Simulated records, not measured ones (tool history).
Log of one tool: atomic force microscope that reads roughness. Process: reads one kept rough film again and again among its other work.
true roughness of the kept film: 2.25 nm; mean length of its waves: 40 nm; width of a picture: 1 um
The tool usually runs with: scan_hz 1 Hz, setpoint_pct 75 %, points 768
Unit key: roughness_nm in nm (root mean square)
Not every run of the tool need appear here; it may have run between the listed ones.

run    hour  scan_hz  setpoint_pct  points  roughness_nm
  1       0        1            75     768         2.025
  2    48.5        1            75     768         2.026
  3    95.7        1            75     768         2.013
  4   142.9        1            75     768         2.018
  5   212.3        1            75     768         2.024
  6   248.9     3.98            75     768         1.763
  7   290.3     0.57            75     768         2.066
      323.3  -- new tip fitted
  8   349.5     0.57            75     768          2.07
  9   405.5     0.57            75     768         2.069
 10   443.3     0.57            75     283         2.049
 11   516.1        1            68     768         2.063
 12   582.7        1            75     768         2.013
 13   627.2        1            75     768         2.018
 14   663.6        1            75     768         2.011
 15   732.6      0.7            75     768         2.042
        769  -- new tip fitted
 16     770      1.3            75     768         1.992
 17   820.4     1.81            75     338         1.957
 18   855.4     3.42            85     413         1.656
 19   909.5     0.65            86     413          2.02
 20   951.1     0.51            64     807         2.101
 21  1018.4     3.95            74     294         1.774
 22  1092.6     1.66            89     593         1.819
 23  1148.1     0.72            75     824         2.045
 24  1210.9     0.72            75     423         2.053
     1215.1  -- new tip fitted
 25    1270     0.72            75     423         2.043
 26  1324.2     2.09            60     768         2.049
 27  1364.2     0.67            81     768         2.035
 28  1410.9     0.67            81     768         2.018

Consider 4 possible next runs. They are alternatives, not a sequence: every one starts from the tool as it was left by run 28. What does each give?
  A  1448.1     0.67            62     665             ?
  B  1448.1     1.75            71     880             ?
  C  1448.1     0.93            64     410             ?
  D  1448.1     1.06            75     768             ?

run  roughness_nm
  A         2.101
  B          1.99
  C         2.071
  D         2.014
With no hidden state in the tool, these same runs would have given:
run  roughness_nm
  A         2.103
  B         1.992
  C         2.074
  D         2.017
